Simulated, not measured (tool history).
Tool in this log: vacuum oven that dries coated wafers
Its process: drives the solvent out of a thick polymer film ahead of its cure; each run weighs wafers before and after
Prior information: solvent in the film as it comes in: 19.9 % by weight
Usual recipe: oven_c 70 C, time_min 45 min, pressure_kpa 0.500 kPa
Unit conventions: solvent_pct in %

Run 1, hour 0.0: usual settings. Result: solvent_pct 3.19 %.
Run 2, hour 14.0: usual settings. Result: solvent_pct 3.18 %.
Run 3, hour 29.2: usual settings. Result: solvent_pct 3.01 %.
Run 4, hour 40.5: usual settings but oven_c 72 C. Result: solvent_pct 2.49 %.
Run 5, hour 63.4: usual settings but oven_c 72 C. Result: solvent_pct 2.39 %.
Run 6, hour 74.2: usual settings but oven_c 72 C. Result: solvent_pct 2.44 %.
Run 7, hour 88.7: usual settings but time_min 36 min. Result: solvent_pct 4.34 %.
Run 8, hour 111.2: usual settings but time_min 36 min. Result: solvent_pct 4.27 %.
Run 9, hour 132.3: usual settings but time_min 36 min. Result: solvent_pct 4.30 %.
Run 10, hour 155.2: usual settings but time_min 70 min. Result: solvent_pct 1.27 %.
Run 11, hour 169.4: usual settings but time_min 70 min. Result: solvent_pct 1.37 %.
Run 12, hour 190.1: usual settings but time_min 70 min. Result: solvent_pct 1.28 %.
Run 13, hour 205.9: usual settings but time_min 70 min. Result: solvent_pct 1.34 %.
Run 14, hour 217.8: usual settings but oven_c 56 C. Result: solvent_pct 9.04 %.
Run 15, hour 240.4: usual settings but oven_c 56 C. Result: solvent_pct 9.21 %.
Run 16, hour 258.2: usual settings but oven_c 56 C. Result: solvent_pct 9.10 %.
Run 17, hour 271.7: usual settings. Result: solvent_pct 3.05 %.
Run 18, hour 283.1: usual settings. Result: solvent_pct 3.12 %.
Run 19, hour 299.7: usual settings but time_min 27 min. Result: solvent_pct 5.83 %.
Run 20, hour 318.8: usual settings but time_min 27 min. Result: solvent_pct 5.74 %.
Run 21, hour 335.3: usual settings but time_min 27 min. Result: solvent_pct 5.79 %.
Run 22, hour 349.3: usual settings but time_min 27 min. Result: solvent_pct 5.86 %.
Run 23, hour 371.0: usual settings. Result: solvent_pct 3.07 %.
Run 24, hour 391.6: usual settings. Result: solvent_pct 3.07 %.
Run 25, hour 405.0: usual settings but time_min 73 min, pressure_kpa 0.360 kPa. Result: solvent_pct 1.12 %.
Run 26, hour 422.8: usual settings but time_min 37 min, pressure_kpa 1.125 kPa. Result: solvent_pct 4.19 %.
Run 27, hour 433.9: usual settings but oven_c 65 C, time_min 50 min, pressure_kpa 1.485 kPa. Result: solvent_pct 4.69 %.
At hour 437.3: vacuum gauge cleaned of residue and calibrated.
Run 28, hour 457.3: usual settings but oven_c 65 C, time_min 50 min, pressure_kpa 1.485 kPa. Result: solvent_pct 4.65 %.
Run 29, hour 475.5: usual settings but time_min 31 min, pressure_kpa 0.260 kPa. Result: solvent_pct 5.00 %.
Run 30, hour 488.9: usual settings but oven_c 76 C, time_min 31 min. Result: solvent_pct 2.70 %.
Run 31, hour 501.4: usual settings but oven_c 79 C, time_min 46 min. Result: solvent_pct 0.67 %.
At hour 523.2: vacuum gauge cleaned of residue and calibrated, once more.
Run 32, hour 523.2: usual settings but oven_c 63 C, time_min 32 min, pressure_kpa 0.272 kPa. Result: solvent_pct 7.88 %.
Run 33, hour 543.5: usual settings but oven_c 81 C, time_min 28 min, pressure_kpa 0.822 kPa. Result: solvent_pct 1.68 %.
Run 34, hour 554.7: usual settings but oven_c 81 C, time_min 28 min, pressure_kpa 0.822 kPa. Result: solvent_pct 1.65 %.
Run 35, hour 570.5: usual settings but oven_c 81 C, time_min 28 min, pressure_kpa 0.822 kPa. Result: solvent_pct 1.66 %.
Run 36, hour 583.9: usual settings but oven_c 75 C, time_min 73 min, pressure_kpa 0.822 kPa. Result: solvent_pct 0.52 %.
Run 37, hour 605.9: usual settings but oven_c 82 C, pressure_kpa 1.336 kPa. Result: solvent_pct 0.48 %.
Run 38, hour 621.4: usual settings but oven_c 65 C, time_min 47 min, pressure_kpa 0.593 kPa. Result: solvent_pct 4.73 %.
Run 39, hour 643.9: usual settings but oven_c 65 C, time_min 47 min, pressure_kpa 0.593 kPa. Result: solvent_pct 4.68 %.
Run 40, hour 659.6: usual settings but oven_c 65 C, time_min 47 min, pressure_kpa 0.593 kPa. Result: solvent_pct 4.65 %.
Run 41, hour 676.6: usual settings but pressure_kpa 1.178 kPa. Result: solvent_pct 3.13 %.
Run 42, hour 698.2: usual settings but oven_c 83 C, pressure_kpa 0.561 kPa. Result: solvent_pct 0.24 %.
Run 43, hour 711.9: usual settings but oven_c 83 C, pressure_kpa 0.561 kPa. Result: solvent_pct 0.27 %.
Run 44, hour 728.1: usual settings but oven_c 66 C, pressure_kpa 0.281 kPa. Result: solvent_pct 4.25 %.
Run 45, hour 743.9: usual settings but oven_c 67 C, time_min 69 min, pressure_kpa 0.612 kPa. Result: solvent_pct 2.05 %.
Run 46, hour 762.3: usual settings but oven_c 67 C, time_min 69 min, pressure_kpa 0.612 kPa. Result: solvent_pct 1.97 %.
Run 47, hour 778.8: usual settings but oven_c 67 C, time_min 69 min, pressure_kpa 1.886 kPa. Result: solvent_pct 2.40 %.

Here are 4 independent what-if runs from the current tool condition. What would each one return?
Run A, hour 796.0: usual settings but oven_c 77 C, time_min 29 min, pressure_kpa 0.275 kPa. Result: solvent_pct ?.
Run B, hour 796.0: usual settings but oven_c 67 C, time_min 69 min, pressure_kpa 0.325 kPa. Result: solvent_pct ?.
Run C, hour 796.0: usual settings but oven_c 58 C, time_min 74 min. Result: solvent_pct ?.
Run D, hour 796.0: usual settings but oven_c 82 C, time_min 43 min, pressure_kpa 0.864 kPa. Result: solvent_pct ?.

run  solvent_pct
  A         2.41
  B         1.88
  C         5.20
  D         0.53
Without the tool's unlogged condition, the same runs would have read:
run  solvent_pct
  A         2.55
  B         2.00
  C         5.41
  D         0.56
